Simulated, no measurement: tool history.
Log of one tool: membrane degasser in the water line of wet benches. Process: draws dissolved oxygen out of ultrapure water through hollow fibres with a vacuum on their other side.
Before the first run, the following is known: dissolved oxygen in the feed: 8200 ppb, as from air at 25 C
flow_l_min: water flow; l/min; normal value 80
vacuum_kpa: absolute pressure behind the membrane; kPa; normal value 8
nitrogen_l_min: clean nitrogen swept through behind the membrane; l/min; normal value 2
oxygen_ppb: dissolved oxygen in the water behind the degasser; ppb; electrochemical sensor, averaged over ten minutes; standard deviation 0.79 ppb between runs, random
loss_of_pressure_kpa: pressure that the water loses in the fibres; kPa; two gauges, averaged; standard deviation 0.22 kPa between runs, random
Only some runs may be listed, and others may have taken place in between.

run	hour	flow_l_min	vacuum_kpa	nitrogen_l_min	oxygen_ppb	loss_of_pressure_kpa
1	0	80	8	2	383.7	62.37
2	209.2	80	8	2	383.8	62.41
3	366.2	80	8	2	384.4	62.15
4	510.7	80	8	2	386.2	62.12
5	667.5	80	8	2	385.4	62.22
6	820.6	59	8	2	299.4	45.77
7	1033.2	59	16.4	2	767.3	45.89
8	1331.9	80	7.46	2	346.1	62.69
9	1570.5	80	7.46	2	348.3	62.19
10	1857.2	80	8	2	387.3	63.11
11	2132.8	80	8	2	388.2	62.83
12	2299	97	8	2	461.5	76.5

Forecast run 13:
13	2514.9	67	7.27	3.28	?	?

oxygen_ppb: 190.4 ppb
loss_of_pressure_kpa: 52.92 kPa
Were there no unlogged condition in the tool, this run, its random variation unchanged, would have produced oxygen_ppb 182.6 ppb, loss_of_pressure_kpa 51.12 kPa.
